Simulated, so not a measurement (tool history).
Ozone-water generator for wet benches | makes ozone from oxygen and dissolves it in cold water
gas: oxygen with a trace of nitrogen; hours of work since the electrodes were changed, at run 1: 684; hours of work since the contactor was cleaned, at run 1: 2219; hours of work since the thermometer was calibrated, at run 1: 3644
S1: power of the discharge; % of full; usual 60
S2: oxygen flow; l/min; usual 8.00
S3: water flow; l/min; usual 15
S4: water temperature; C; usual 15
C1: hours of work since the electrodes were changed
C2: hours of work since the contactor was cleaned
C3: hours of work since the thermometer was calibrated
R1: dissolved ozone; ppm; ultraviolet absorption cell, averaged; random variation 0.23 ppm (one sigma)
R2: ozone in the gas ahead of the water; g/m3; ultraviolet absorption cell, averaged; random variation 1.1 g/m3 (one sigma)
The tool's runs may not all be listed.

run 1 hour=0.0 | S1=60 S2=8.00 S3=15 S4=15 | C1=684 C2=2219 C3=3644 | R1=34.2 R2=193.9
run 2 hour=34.7 | S1=60 S2=8.00 S3=15 S4=15 | C1=710 C2=2244 C3=3670 | R1=34.0 R2=194.8
run 3 hour=54.5 | S1=60 S2=8.00 S3=15 S4=15 | C1=725 C2=2259 C3=3685 | R1=34.3 R2=197.3
run 4 hour=70.5 | S1=60 S2=8.00 S3=15 S4=15 | C1=737 C2=2271 C3=3697 | R1=33.5 R2=195.8
run 5 hour=99.5 | S1=60 S2=8.00 S3=15 S4=15 | C1=758 C2=2293 C3=3718 | R1=33.7 R2=197.3
run 6 hour=121.8 | S1=60 S2=8.00 S3=15 S4=15 | C1=775 C2=2310 C3=3735 | R1=34.2 R2=195.9
run 7 hour=151.1 | S1=60 S2=8.00 S3=15 S4=15 | C1=797 C2=2332 C3=3757 | R1=33.9 R2=195.3
run 8 hour=175.8 | S1=60 S2=8.00 S3=15 S4=15 | C1=815 C2=2350 C3=3776 | R1=33.9 R2=197.2
run 9 hour=199.9 | S1=51 S2=8.00 S3=15 S4=15 | C1=833 C2=2368 C3=3794 | R1=30.6 R2=176.9
run 10 hour=222.2 | S1=51 S2=8.00 S3=15 S4=15 | C1=850 C2=2385 C3=3810 | R1=30.6 R2=177.0
run 11 hour=257.7 | S1=60 S2=6.25 S3=15 S4=15 | C1=877 C2=2411 C3=3837 | R1=35.7 R2=227.6
run 12 hour=293.3 | S1=60 S2=6.25 S3=15 S4=15 | C1=903 C2=2438 C3=3864 | R1=35.7 R2=230.9
run 13 hour=316.9 | S1=60 S2=6.25 S3=15 S4=15 | C1=921 C2=2456 C3=3881 | R1=35.7 R2=230.7
run 14 hour=354.3 | S1=60 S2=6.25 S3=15 S4=15 | C1=949 C2=2484 C3=3909 | R1=35.3 R2=229.7
run 15 hour=390.6 | S1=60 S2=9.95 S3=15 S4=15 | C1=976 C2=2511 C3=3936 | R1=31.9 R2=173.4
run 16 hour=426.5 | S1=60 S2=9.95 S3=15 S4=15 | C1=1003 C2=2538 C3=3963 | R1=32.1 R2=174.5
run 17 hour=442.6 | S1=48 S2=8.00 S3=11 S4=10 | C1=1015 C2=2550 C3=3975 | R1=38.0 R2=171.5
run 18 hour=470.5 | S1=48 S2=8.00 S3=11 S4=10 | C1=1036 C2=2571 C3=3996 | R1=37.6 R2=172.0
run 19 hour=497.1 | S1=48 S2=8.00 S3=11 S4=10 | C1=1056 C2=2591 C3=4016 | R1=37.8 R2=172.5
run 20 hour=516.7 | S1=69 S2=8.00 S3=11 S4=15 | C1=1070 C2=2605 C3=4031 | R1=43.5 R2=217.8
run 21 hour=545.2 | S1=75 S2=8.00 S3=15 S4=15 | C1=1092 C2=2627 C3=4052 | R1=38.8 R2=228.7
run 22 hour=565.6 | S1=60 S2=9.45 S3=15 S4=16 | C1=1107 C2=2642 C3=4067 | R1=31.8 R2=178.7
run 23 hour=588.7 | S1=60 S2=7.43 S3=15 S4=15 | C1=1124 C2=2659 C3=4085 | R1=34.6 R2=207.7
run 24 hour=625.0 | S1=51 S2=5.10 S3=15 S4=21 | C1=1152 C2=2686 C3=4112 | R1=30.0 R2=237.3
run 25 hour=651.6 | S1=51 S2=5.10 S3=15 S4=21 | C1=1171 C2=2706 C3=4132 | R1=30.2 R2=238.7
run 26 hour=668.6 | S1=51 S2=5.10 S3=15 S4=21 | C1=1184 C2=2719 C3=4144 | R1=29.7 R2=238.1
run 27 hour=683.7 | S1=51 S2=5.10 S3=15 S4=21 | C1=1195 C2=2730 C3=4156 | R1=30.2 R2=237.9
run 28 hour=720.9 | S1=51 S2=5.10 S3=15 S4=21 | C1=1223 C2=2758 C3=4184 | R1=29.7 R2=238.9
run 29 hour=741.5 | S1=60 S2=8.00 S3=23 S4=14 | C1=1239 C2=2774 C3=4199 | R1=26.4 R2=201.7
run 30 hour=763.1 | S1=76 S2=4.39 S3=20 S4=12 | C1=1255 C2=2790 C3=4215 | R1=35.9 R2=337.1
-- hour=782.7 gauge calibrated
run 31 hour=800.2 | S1=76 S2=4.39 S3=20 S4=12 | C1=1283 C2=2817 C3=4243 | R1=36.6 R2=328.7
run 32 hour=832.6 | S1=76 S2=6.86 S3=20 S4=12 | C1=1307 C2=2842 C3=4267 | R1=35.4 R2=250.4

Some steps in R2 between neighbouring runs. How much of each would the tool show without its hidden state too (settings, what came in, random variation), and how much is left for the hidden state, with any gauge scatter that isn't in both results?
The hidden state here: yield of the discharge, % of new electrodes'; contactor's efficiency, % of a clean one's; true water temperature over the reading, C; drift of the gauge itself on ozone_ppm, %; drift of the gauge itself on gas_g_m3, %.
Run 14 -> 15: S2 6.25 -> 9.95. R2 -56.3 g/m3: hidden state -0.5, all else -55.8.
Run 19 -> 20: S1 48 -> 69, S4 10 -> 15. R2 +45.3 g/m3: hidden state +1.0, all else +44.3.
Run 29 -> 30: S1 60 -> 76, S2 8.00 -> 4.39, S3 23 -> 20, S4 14 -> 12. R2 +135.4 g/m3: hidden state +4.0, all else +131.4.
Run 30 -> 31: gauge calibrated. R2 -8.4 g/m3: hidden state -9.3, all else +0.9.
Run 31 -> 32: S2 4.39 -> 6.86. R2 -78.3 g/m3: hidden state +0.3, all else -78.6.
